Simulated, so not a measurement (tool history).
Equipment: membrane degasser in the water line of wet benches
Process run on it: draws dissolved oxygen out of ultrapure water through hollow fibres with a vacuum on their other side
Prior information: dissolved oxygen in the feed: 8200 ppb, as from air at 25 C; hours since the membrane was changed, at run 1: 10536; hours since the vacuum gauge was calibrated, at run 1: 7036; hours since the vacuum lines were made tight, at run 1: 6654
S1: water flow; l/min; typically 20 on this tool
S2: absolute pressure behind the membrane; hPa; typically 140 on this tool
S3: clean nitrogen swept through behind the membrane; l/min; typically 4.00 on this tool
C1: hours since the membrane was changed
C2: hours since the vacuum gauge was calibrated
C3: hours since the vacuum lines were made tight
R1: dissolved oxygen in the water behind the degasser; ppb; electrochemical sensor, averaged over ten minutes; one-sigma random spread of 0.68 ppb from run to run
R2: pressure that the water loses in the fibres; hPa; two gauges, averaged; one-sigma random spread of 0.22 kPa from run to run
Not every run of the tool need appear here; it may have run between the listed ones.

run,hour,S1,S2,S3,C1,C2,C3,R1,R2
1,0.0,20,140,4.00,10536,7036,6654,140.4,557.8
2,235.0,20,140,4.00,10771,7272,6889,139.8,562.8
3,384.6,20,140,4.00,10920,7421,7038,140.5,564.4
4,593.9,20,140,7.59,11130,7630,7247,78.0,564.7
5,771.2,13,140,4.00,11307,7808,7425,91.1,364.4
6,1044.7,13,140,4.00,11581,8081,7698,91.2,365.8
7,1301.5,13,140,4.00,11837,8338,7955,91.7,365.8
8,1533.4,13,140,4.00,12069,8570,8187,92.7,367.5
9,1702.2,13,140,4.00,12238,8739,8356,91.2,370.0
# hour 1899.7: vacuum gauge calibrated
10,1975.0,13,140,4.00,12510,75,8628,88.9,369.4
11,2108.6,20,255,4.00,12644,209,8762,273.5,567.6
12,2396.2,20,255,4.00,12932,496,9049,275.3,569.0
13,2705.1,20,255,4.00,13240,805,9358,271.3,568.2
14,2993.8,20,140,4.00,13529,1094,9647,139.7,565.2
15,3198.4,20,140,4.00,13734,1299,9851,138.3,568.7
16,3436.0,20,140,4.00,13971,1536,10089,137.6,572.4
17,3748.7,25,154,6.64,14284,1849,10402,126.3,713.5
18,3965.0,25,154,6.64,14500,2065,10618,127.7,715.6
19,4256.5,25,154,6.64,14792,2357,10910,127.2,711.6
20,4433.0,25,115,7.30,14968,2533,11086,84.4,713.8
21,4733.3,20,245,11.25,15269,2834,11386,101.3,574.3
22,5002.9,20,245,11.25,15538,3103,11656,102.7,572.4
23,5202.0,20,245,11.25,15737,3302,11855,101.8,574.3
24,5373.9,20,245,11.25,15909,3474,12027,103.1,573.4
25,5548.7,14,142,7.16,16084,3649,12202,57.3,403.7
26,5700.5,30,206,4.00,16236,3801,12353,330.2,868.3

Expected results for the next run?
27,5943.0,22,111,4.00,16478,4043,12596,?,?

Logged for run 27: R1 117.8 ppb, R2 630.8 hPa.
Had the tool carried no hidden state, the very same run would have given R1 110.8 ppb, R2 595.8 hPa.
